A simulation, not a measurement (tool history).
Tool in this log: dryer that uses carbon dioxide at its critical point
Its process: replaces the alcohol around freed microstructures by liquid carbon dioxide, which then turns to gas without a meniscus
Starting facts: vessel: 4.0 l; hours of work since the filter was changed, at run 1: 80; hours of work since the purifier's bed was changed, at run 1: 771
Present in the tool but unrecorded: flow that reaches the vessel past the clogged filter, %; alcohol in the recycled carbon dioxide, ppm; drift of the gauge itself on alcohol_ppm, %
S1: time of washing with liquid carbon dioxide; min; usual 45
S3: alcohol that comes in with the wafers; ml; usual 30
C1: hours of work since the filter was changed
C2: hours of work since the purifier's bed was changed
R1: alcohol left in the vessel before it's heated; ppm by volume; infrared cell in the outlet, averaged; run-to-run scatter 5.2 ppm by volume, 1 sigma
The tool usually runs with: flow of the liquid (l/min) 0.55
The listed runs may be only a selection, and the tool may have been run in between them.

{"run": 1, "hour": 0.0, "S1": 45, "flow of the liquid (l/min)": 0.55, "S3": 30, "C1": 80, "C2": 771, "R1": 151}
{"run": 2, "hour": 31.6, "S1": 45, "flow of the liquid (l/min)": 0.55, "S3": 30, "C1": 104, "C2": 795, "R1": 164}
{"run": 3, "hour": 50.9, "S1": 29, "flow of the liquid (l/min)": 0.55, "S3": 30, "C1": 119, "C2": 810, "R1": 548}
{"run": 4, "hour": 69.6, "S1": 29, "flow of the liquid (l/min)": 0.55, "S3": 30, "C1": 133, "C2": 824, "R1": 536}
{"run": 5, "hour": 98.9, "S1": 45, "flow of the liquid (l/min)": 0.55, "S3": 36, "C1": 156, "C2": 847, "R1": 205}
{"run": 6, "hour": 135.2, "S1": 45, "flow of the liquid (l/min)": 0.55, "S3": 36, "C1": 184, "C2": 875, "R1": 215}
{"run": 7, "hour": 172.4, "S1": 45, "flow of the liquid (l/min)": 0.55, "S3": 30, "C1": 212, "C2": 903, "R1": 199}
{"run": 8, "hour": 200.8, "S1": 45, "flow of the liquid (l/min)": 0.55, "S3": 30, "C1": 234, "C2": 925, "R1": 210}
{"run": 9, "hour": 222.8, "S1": 45, "flow of the liquid (l/min)": 0.55, "S3": 30, "C1": 251, "C2": 942, "R1": 197}
{"run": 10, "hour": 241.0, "S1": 45, "flow of the liquid (l/min)": 0.55, "S3": 30, "C1": 265, "C2": 956, "R1": 207}
{"run": 11, "hour": 275.6, "S1": 45, "flow of the liquid (l/min)": 0.55, "S3": 30, "C1": 292, "C2": 983, "R1": 225}
{"hour": 299.7, "done": "inlet filter changed"}
{"run": 12, "hour": 299.7, "S1": 45, "flow of the liquid (l/min)": 0.55, "S3": 80, "C1": 0, "C2": 1000, "R1": 305}
{"run": 13, "hour": 336.4, "S1": 45, "flow of the liquid (l/min)": 0.55, "S3": 88, "C1": 28, "C2": 1029, "R1": 331}
{"run": 14, "hour": 356.9, "S1": 45, "flow of the liquid (l/min)": 0.55, "S3": 88, "C1": 44, "C2": 1044, "R1": 348}
{"run": 15, "hour": 386.5, "S1": 45, "flow of the liquid (l/min)": 0.637, "S3": 88, "C1": 67, "C2": 1067, "R1": 208}
{"run": 16, "hour": 411.8, "S1": 45, "flow of the liquid (l/min)": 0.637, "S3": 88, "C1": 86, "C2": 1087, "R1": 220}
{"run": 17, "hour": 434.4, "S1": 45, "flow of the liquid (l/min)": 0.637, "S3": 88, "C1": 104, "C2": 1104, "R1": 239}
{"run": 18, "hour": 465.8, "S1": 45, "flow of the liquid (l/min)": 0.637, "S3": 88, "C1": 128, "C2": 1128, "R1": 242}
{"run": 19, "hour": 482.0, "S1": 45, "flow of the liquid (l/min)": 0.637, "S3": 88, "C1": 140, "C2": 1141, "R1": 237}
{"run": 20, "hour": 519.3, "S1": 45, "flow of the liquid (l/min)": 0.55, "S3": 30, "C1": 169, "C2": 1169, "R1": 204}
{"run": 21, "hour": 554.6, "S1": 45, "flow of the liquid (l/min)": 0.749, "S3": 30, "C1": 196, "C2": 1196, "R1": 111}
{"run": 22, "hour": 574.4, "S1": 45, "flow of the liquid (l/min)": 0.749, "S3": 30, "C1": 211, "C2": 1212, "R1": 110}
{"run": 23, "hour": 604.3, "S1": 45, "flow of the liquid (l/min)": 0.749, "S3": 30, "C1": 234, "C2": 1235, "R1": 120}
{"run": 24, "hour": 642.3, "S1": 31, "flow of the liquid (l/min)": 0.868, "S3": 30, "C1": 263, "C2": 1264, "R1": 178}
{"run": 25, "hour": 660.6, "S1": 35, "flow of the liquid (l/min)": 0.489, "S3": 86, "C1": 278, "C2": 1278, "R1": 1565}
{"hour": 666.4, "done": "purifier's bed changed"}
{"run": 26, "hour": 680.7, "S1": 35, "flow of the liquid (l/min)": 0.489, "S3": 86, "C1": 291, "C2": 11, "R1": 1469}
{"hour": 706.9, "done": "inlet filter changed"}
{"run": 27, "hour": 721.1, "S1": 35, "flow of the liquid (l/min)": 0.489, "S3": 86, "C1": 11, "C2": 41, "R1": 1003}
{"run": 28, "hour": 738.3, "S1": 35, "flow of the liquid (l/min)": 0.489, "S3": 86, "C1": 24, "C2": 55, "R1": 1015}
{"run": 29, "hour": 768.1, "S1": 35, "flow of the liquid (l/min)": 0.489, "S3": 86, "C1": 47, "C2": 77, "R1": 1073}
{"run": 30, "hour": 798.5, "S1": 35, "flow of the liquid (l/min)": 0.489, "S3": 86, "C1": 70, "C2": 101, "R1": 1089}
{"run": 31, "hour": 817.6, "S1": 35, "flow of the liquid (l/min)": 0.642, "S3": 21, "C1": 85, "C2": 115, "R1": 117}
{"run": 32, "hour": 840.7, "S1": 39, "flow of the liquid (l/min)": 0.929, "S3": 91, "C1": 103, "C2": 133, "R1": 50}
{"run": 33, "hour": 875.4, "S1": 32, "flow of the liquid (l/min)": 0.597, "S3": 56, "C1": 130, "C2": 160, "R1": 542}
{"run": 34, "hour": 902.7, "S1": 32, "flow of the liquid (l/min)": 0.408, "S3": 55, "C1": 151, "C2": 181, "R1": 1594}
{"run": 35, "hour": 932.8, "S1": 32, "flow of the liquid (l/min)": 0.401, "S3": 35, "C1": 174, "C2": 204, "R1": 1076}
{"run": 36, "hour": 965.7, "S1": 52, "flow of the liquid (l/min)": 0.336, "S3": 56, "C1": 199, "C2": 229, "R1": 850}
{"run": 37, "hour": 1001.8, "S1": 50, "flow of the liquid (l/min)": 0.522, "S3": 29, "C1": 227, "C2": 257, "R1": 125}
{"run": 38, "hour": 1032.6, "S1": 50, "flow of the liquid (l/min)": 0.522, "S3": 29, "C1": 250, "C2": 281, "R1": 131}
{"run": 39, "hour": 1055.2, "S1": 50, "flow of the liquid (l/min)": 0.522, "S3": 29, "C1": 268, "C2": 298, "R1": 133}
{"run": 40, "hour": 1077.5, "S1": 50, "flow of the liquid (l/min)": 0.522, "S3": 29, "C1": 285, "C2": 315, "R1": 149}
{"run": 41, "hour": 1101.9, "S1": 27, "flow of the liquid (l/min)": 0.55, "S3": 60, "C1": 304, "C2": 334, "R1": 1474}
{"hour": 1110.3, "done": "inlet filter changed"}
{"run": 42, "hour": 1124.6, "S1": 41, "flow of the liquid (l/min)": 0.616, "S3": 56, "C1": 11, "C2": 351, "R1": 179}
{"run": 43, "hour": 1147.9, "S1": 29, "flow of the liquid (l/min)": 0.672, "S3": 56, "C1": 29, "C2": 369, "R1": 450}
{"run": 44, "hour": 1181.1, "S1": 45, "flow of the liquid (l/min)": 0.55, "S3": 109, "C1": 54, "C2": 394, "R1": 366}
{"run": 45, "hour": 1208.9, "S1": 31, "flow of the liquid (l/min)": 0.55, "S3": 31, "C1": 76, "C2": 416, "R1": 416}
{"run": 46, "hour": 1244.2, "S1": 31, "flow of the liquid (l/min)": 0.55, "S3": 31, "C1": 103, "C2": 443, "R1": 435}

Hidden condition of the tool, last listed run before each entry between runs versus first listed run after:
In the gap between runs 11 and 12: inlet filter changed (hour 299.7)
  flow that reaches the vessel past the clogged filter, %: 86.1 -> 99.5; alcohol in the recycled carbon dioxide, ppm: 70.3 -> 71.5
  measured less the result without the state, R1: +138 -> +72 ppm by volume
In the gap between runs 25 and 26: purifier's bed changed (hour 666.4)
  flow that reaches the vessel past the clogged filter, %: 87.1 -> 86.5; alcohol in the recycled carbon dioxide, ppm: 90.8 -> 6.3
  measured less the result without the state, R1: +573 -> +501 ppm by volume
In the gap between runs 26 and 27: inlet filter changed (hour 706.9)
  flow that reaches the vessel past the clogged filter, %: 86.5 -> 99.5; alcohol in the recycled carbon dioxide, ppm: 6.3 -> 8.4
  measured less the result without the state, R1: +501 -> +19 ppm by volume
In the gap between runs 41 and 42: inlet filter changed (hour 1110.3)
  flow that reaches the vessel past the clogged filter, %: 86.3 -> 99.1; alcohol in the recycled carbon dioxide, ppm: 29 -> 30.3
  measured less the result without the state, R1: +471 -> +31 ppm by volume
